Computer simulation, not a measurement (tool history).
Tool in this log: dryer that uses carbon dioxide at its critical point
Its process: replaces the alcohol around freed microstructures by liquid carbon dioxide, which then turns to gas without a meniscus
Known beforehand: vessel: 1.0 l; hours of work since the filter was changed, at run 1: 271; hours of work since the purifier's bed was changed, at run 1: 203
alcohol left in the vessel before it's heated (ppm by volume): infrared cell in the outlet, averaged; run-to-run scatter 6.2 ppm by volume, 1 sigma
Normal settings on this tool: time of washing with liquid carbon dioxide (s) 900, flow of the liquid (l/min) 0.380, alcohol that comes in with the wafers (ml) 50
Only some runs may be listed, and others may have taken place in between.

run	hour	time of washing with liquid carbon dioxide (s)	flow of the liquid (l/min)	alcohol that comes in with the wafers (ml)	hours of work since the filter was changed	hours of work since the purifier's bed was changed	alcohol left in the vessel before it's heated (ppm by volume)
1	0.0	900	0.380	50	271	203	650
2	4.8	900	0.380	50	274	206	637
# hour 10.9: inlet filter changed
3	12.2	900	0.380	50	1	209	277
4	21.2	900	0.380	50	5	213	294
5	25.9	900	0.380	50	8	216	302
6	36.0	900	0.380	50	13	221	302
7	42.0	900	0.380	38	16	224	243
8	49.6	900	0.380	38	19	228	236
9	57.0	900	0.380	38	23	231	259
10	64.7	900	0.380	38	27	235	256
11	71.2	900	0.380	38	30	238	254
12	77.3	600	0.380	50	33	241	1600
13	85.2	600	0.380	50	37	245	1599
14	90.4	600	0.380	50	40	248	1626
15	101.4	960	0.380	50	45	254	250
16	106.7	960	0.380	50	48	256	263
17	112.6	960	0.380	50	51	259	249
18	119.1	960	0.380	50	54	262	259
19	125.8	900	0.380	50	58	266	338
20	130.7	900	0.380	50	60	268	354
21	140.8	720	0.433	21	65	273	263
22	146.7	720	0.306	21	68	276	854
23	156.4	720	0.306	21	73	281	846
24	162.0	720	0.306	21	76	284	864
25	170.6	600	0.380	85	80	288	2922
26	181.0	600	0.380	85	85	293	2995
27	189.8	600	0.380	85	90	298	3072
28	198.2	600	0.489	76	94	302	1078
29	206.1	960	0.489	50	98	306	106
30	216.2	780	0.245	97	103	311	6139
31	224.2	660	0.234	32	107	315	3383
32	235.5	660	0.234	32	113	321	3486
33	245.6	900	0.334	27	118	326	410
34	253.1	900	0.334	27	121	330	414
35	259.5	720	0.270	54	125	333	3272
36	270.8	720	0.270	54	130	338	3358
37	276.5	720	0.270	54	133	341	3278
38	281.4	1260	0.247	54	136	344	692
39	286.7	900	0.258	75	138	346	2769

A few steps of alcohol left in the vessel before it's heated (ppm by volume) between consecutive runs. Split each: what settings, incoming material and random variation would produce without the hidden state, and what is left over for the hidden state, along with gauge scatter present in only one of the two compared results (measured, and without hidden state):
What the log doesn't record here: flow that reaches the vessel past the clogged filter, %; alcohol in the recycled carbon dioxide, ppm; drift of the gauge itself on alcohol_ppm, %.
Run 29 -> 30: time of washing with liquid carbon dioxide (s) 960 -> 780, flow of the liquid (l/min) 0.489 -> 0.245, alcohol that comes in with the wafers (ml) 50 -> 97. alcohol left in the vessel before it's heated (ppm by volume) +6033: hidden state +1149, all else +4884.
Run 30 -> 31: time of washing with liquid carbon dioxide (s) 780 -> 660, flow of the liquid (l/min) 0.245 -> 0.234, alcohol that comes in with the wafers (ml) 97 -> 32. alcohol left in the vessel before it's heated (ppm by volume) -2756: hidden state -624, all else -2132.
Run 32 -> 33: time of washing with liquid carbon dioxide (s) 660 -> 900, flow of the liquid (l/min) 0.234 -> 0.334, alcohol that comes in with the wafers (ml) 32 -> 27. alcohol left in the vessel before it's heated (ppm by volume) -3076: hidden state -476, all else -2600.
Run 34 -> 35: time of washing with liquid carbon dioxide (s) 900 -> 720, flow of the liquid (l/min) 0.334 -> 0.270, alcohol that comes in with the wafers (ml) 27 -> 54. alcohol left in the vessel before it's heated (ppm by volume) +2858: hidden state +611, all else +2247.
